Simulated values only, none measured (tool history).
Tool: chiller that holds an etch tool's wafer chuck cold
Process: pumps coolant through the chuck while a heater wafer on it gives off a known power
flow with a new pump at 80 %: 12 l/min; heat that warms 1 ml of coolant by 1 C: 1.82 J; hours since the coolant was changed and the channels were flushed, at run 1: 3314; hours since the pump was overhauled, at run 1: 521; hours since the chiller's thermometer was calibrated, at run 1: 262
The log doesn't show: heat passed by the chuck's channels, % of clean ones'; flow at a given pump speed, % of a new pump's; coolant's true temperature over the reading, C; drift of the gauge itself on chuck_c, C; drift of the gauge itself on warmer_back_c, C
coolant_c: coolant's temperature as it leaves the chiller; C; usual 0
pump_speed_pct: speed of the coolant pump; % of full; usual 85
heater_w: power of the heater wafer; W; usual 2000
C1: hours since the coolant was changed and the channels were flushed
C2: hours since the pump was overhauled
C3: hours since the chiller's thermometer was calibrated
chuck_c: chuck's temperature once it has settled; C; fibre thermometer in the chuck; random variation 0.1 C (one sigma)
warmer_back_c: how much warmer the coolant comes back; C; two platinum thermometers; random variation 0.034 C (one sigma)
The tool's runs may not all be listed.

Run 1, hour 0: usual settings; C1 3314; C2 521; C3 262. Result: chuck_c 15 C, warmer_back_c 5.15 C.
Run 2, hour 127.9: usual settings; C1 3442; C2 649; C3 390. Result: chuck_c 15.1 C, warmer_back_c 5.24 C.
Run 3, hour 234.6: usual settings but pump_speed_pct 83 % of full; C1 3548; C2 755; C3 497. Result: chuck_c 15.3 C, warmer_back_c 5.29 C.
Run 4, hour 368.5: usual settings but coolant_c 7 C; C1 3682; C2 889; C3 631. Result: chuck_c 22.2 C, warmer_back_c 5.2 C.
Run 5, hour 474: usual settings but coolant_c 7 C; C1 3788; C2 995; C3 736. Result: chuck_c 22.4 C, warmer_back_c 5.2 C.
Run 6, hour 535.2: usual settings but coolant_c 7 C; C1 3849; C2 1056; C3 797. Result: chuck_c 22.3 C, warmer_back_c 5.28 C.
Run 7, hour 641.9: usual settings but coolant_c 7 C; C1 3956; C2 1163; C3 904. Result: chuck_c 22.4 C, warmer_back_c 5.23 C.
Run 8, hour 771.7: usual settings but pump_speed_pct 88 % of full; C1 4085; C2 1292; C3 1034. Result: chuck_c 15.1 C, warmer_back_c 4.99 C.
Run 9, hour 843.8: usual settings but pump_speed_pct 88 % of full; C1 4158; C2 1365; C3 1106. Result: chuck_c 15.2 C, warmer_back_c 5.13 C.
Run 10, hour 927.8: usual settings; C1 4241; C2 1449; C3 1190. Result: chuck_c 15.5 C, warmer_back_c 5.33 C.
Run 11, hour 1042: usual settings; C1 4356; C2 1563; C3 1304. Result: chuck_c 15.3 C, warmer_back_c 5.29 C.
Run 12, hour 1188.2: usual settings but pump_speed_pct 62 % of full; C1 4502; C2 1709; C3 1450. Result: chuck_c 19.2 C, warmer_back_c 7.43 C.

The next listed run, before its measurement:
Run 13, hour 1299.9: usual settings but pump_speed_pct 62 % of full; C1 4614; C2 1821; C3 1562. Result: chuck_c ?, warmer_back_c ?.

Run 13 gave chuck_c 19.1 C, warmer_back_c 7.44 C.
Without the tool's hidden state the same run would have given chuck_c 17.5 C, warmer_back_c 7.22 C.
